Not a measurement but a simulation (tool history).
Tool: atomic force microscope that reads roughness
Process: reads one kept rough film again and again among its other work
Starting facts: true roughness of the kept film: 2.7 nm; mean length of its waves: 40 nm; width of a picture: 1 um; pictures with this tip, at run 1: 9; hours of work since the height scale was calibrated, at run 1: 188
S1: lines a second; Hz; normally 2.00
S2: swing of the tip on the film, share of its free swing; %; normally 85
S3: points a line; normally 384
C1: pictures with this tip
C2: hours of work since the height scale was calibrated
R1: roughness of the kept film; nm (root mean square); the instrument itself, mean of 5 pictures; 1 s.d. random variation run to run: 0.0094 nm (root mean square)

Run 1, hour 0.0: usual settings; C1 9; C2 188. Result: R1 2.143 nm (root mean square).
Run 2, hour 23.7: usual settings; C1 32; C2 201. Result: R1 2.135 nm (root mean square).
Run 3, hour 50.7: usual settings; C1 59; C2 215. Result: R1 2.119 nm (root mean square).
At hour 68.3: new tip fitted.
Run 4, hour 73.7: usual settings; C1 6; C2 227. Result: R1 2.126 nm (root mean square).
Run 5, hour 92.6: usual settings; C1 24; C2 237. Result: R1 2.139 nm (root mean square).
Run 6, hour 111.0: usual settings but S2 65 %; C1 43; C2 247. Result: R1 2.404 nm (root mean square).
Run 7, hour 137.8: usual settings; C1 69; C2 262. Result: R1 2.138 nm (root mean square).
At hour 145.2: new tip fitted.
Run 8, hour 152.9: usual settings but S3 465; C1 8; C2 269. Result: R1 2.129 nm (root mean square).
Run 9, hour 180.6: usual settings but S1 0.96 Hz; C1 35; C2 284. Result: R1 2.341 nm (root mean square).
Run 10, hour 201.1: usual settings but S1 0.96 Hz; C1 56; C2 295. Result: R1 2.339 nm (root mean square).
At hour 221.8: new tip fitted.
Run 11, hour 222.1: usual settings but S1 0.96 Hz; C1 0; C2 306. Result: R1 2.350 nm (root mean square).
Run 12, hour 236.2: usual settings; C1 14; C2 314. Result: R1 2.145 nm (root mean square).
Run 13, hour 261.5: usual settings; C1 39; C2 328. Result: R1 2.148 nm (root mean square).
Run 14, hour 288.3: usual settings; C1 66; C2 342. Result: R1 2.131 nm (root mean square).
At hour 299.8: new tip fitted.
Run 15, hour 307.5: usual settings; C1 7; C2 352. Result: R1 2.141 nm (root mean square).
Run 16, hour 320.2: usual settings; C1 20; C2 359. Result: R1 2.140 nm (root mean square).
Run 17, hour 341.9: usual settings but S2 88 %; C1 41; C2 370. Result: R1 2.078 nm (root mean square).
Run 18, hour 357.0: usual settings but S2 88 %, S3 621; C1 56; C2 379. Result: R1 2.084 nm (root mean square).
Run 19, hour 375.5: usual settings but S2 88 %, S3 621; C1 75; C2 388. Result: R1 2.092 nm (root mean square).
At hour 378.3: new tip fitted.
Run 20, hour 398.5: usual settings; C1 20; C2 401. Result: R1 2.136 nm (root mean square).
Run 21, hour 413.3: usual settings but S2 66 %; C1 35; C2 409. Result: R1 2.393 nm (root mean square).
Run 22, hour 431.6: usual settings; C1 53; C2 418. Result: R1 2.125 nm (root mean square).
Run 23, hour 445.9: usual settings; C1 67; C2 426. Result: R1 2.148 nm (root mean square).
At hour 455.8: new tip fitted.
Run 24, hour 469.9: usual settings; C1 14; C2 439. Result: R1 2.139 nm (root mean square).
Run 25, hour 487.4: usual settings; C1 31; C2 448. Result: R1 2.142 nm (root mean square).
Run 26, hour 514.0: usual settings; C1 57; C2 462. Result: R1 2.119 nm (root mean square).
At hour 532.7: new tip fitted.
Run 27, hour 539.5: usual settings but S1 0.90 Hz, S2 66 %, S3 514; C1 6; C2 476. Result: R1 2.492 nm (root mean square).
Run 28, hour 566.9: usual settings but S1 2.27 Hz, S2 72 %, S3 515; C1 33; C2 490. Result: R1 2.272 nm (root mean square).
Run 29, hour 591.2: usual settings but S1 0.81 Hz, S2 56 %, S3 924; C1 58; C2 504. Result: R1 2.515 nm (root mean square).
At hour 610.4: new tip fitted.
Run 30, hour 614.2: usual settings but S1 1.26 Hz, S2 61 %, S3 304; C1 4; C2 516. Result: R1 2.455 nm (root mean square).
Run 31, hour 626.8: usual settings but S1 1.26 Hz, S2 61 %, S3 304; C1 17; C2 522. Result: R1 2.484 nm (root mean square).
Run 32, hour 651.7: usual settings but S1 1.26 Hz, S2 61 %, S3 304; C1 41; C2 536. Result: R1 2.483 nm (root mean square).
Run 33, hour 677.0: usual settings but S1 1.26 Hz, S2 76 %, S3 304; C1 66; C2 549. Result: R1 2.359 nm (root mean square).
At hour 687.7: new tip fitted.
Run 34, hour 705.2: usual settings but S1 3.97 Hz, S3 476; C1 17; C2 564. Result: R1 1.844 nm (root mean square).

What does the tool deliver on the next run?
Run 35, hour 719.1: usual settings but S1 0.80 Hz, S2 56 %, S3 682; C1 31; C2 572. Result: R1 ?.

R1: 2.546 nm (root mean square)
Without the tool's hidden state the same run would have given R1 2.547 nm (root mean square).
